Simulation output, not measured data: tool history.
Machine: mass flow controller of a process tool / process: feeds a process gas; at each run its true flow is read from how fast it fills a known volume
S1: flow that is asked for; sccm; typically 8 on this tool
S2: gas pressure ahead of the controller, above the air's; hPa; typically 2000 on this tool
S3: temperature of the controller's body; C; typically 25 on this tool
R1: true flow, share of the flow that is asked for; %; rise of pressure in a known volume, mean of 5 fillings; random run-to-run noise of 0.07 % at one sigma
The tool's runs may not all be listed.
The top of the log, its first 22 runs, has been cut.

run	hour	S1	S2	S3	R1
23	3762.1	8	2000	25	100.97
24	3875.5	8	2000	25	101.04
25	4023.4	8	2000	25	101.10
26	4146.8	5	2720	23	100.68
27	4385.4	5	2720	23	100.95
28	4591.0	3	2100	32	100.45
29	4838.7	8	2010	32	100.76
30	4969.9	17	2000	25	102.69
31	5080.2	17	2000	25	102.76
32	5284.6	5	2080	22	101.92
33	5466.0	5	2080	22	101.93
34	5615.3	11	2540	28	101.72
35	5790.0	6	1630	33	101.34
36	5898.7	6	1770	33	101.33
37	6070.6	5	2140	33	101.22
38	6223.9	6	2140	27	101.91
39	6346.7	8	2500	25	102.11
40	6574.8	14	2000	29	102.56
41	6767.2	13	1780	25	102.95
42	6975.9	8	1660	35	101.78
43	7120.5	8	1660	35	101.68
44	7333.4	7	1800	25	102.90
45	7518.0	7	1800	25	103.04
46	7731.7	10	1870	27	102.88

The next listed run, before its measurement:
47	7931.4	5	1870	27	?

{"run 47": {"R1": 103.08}}
Without the tool's hidden state the same run would have given R1 97.66 %.
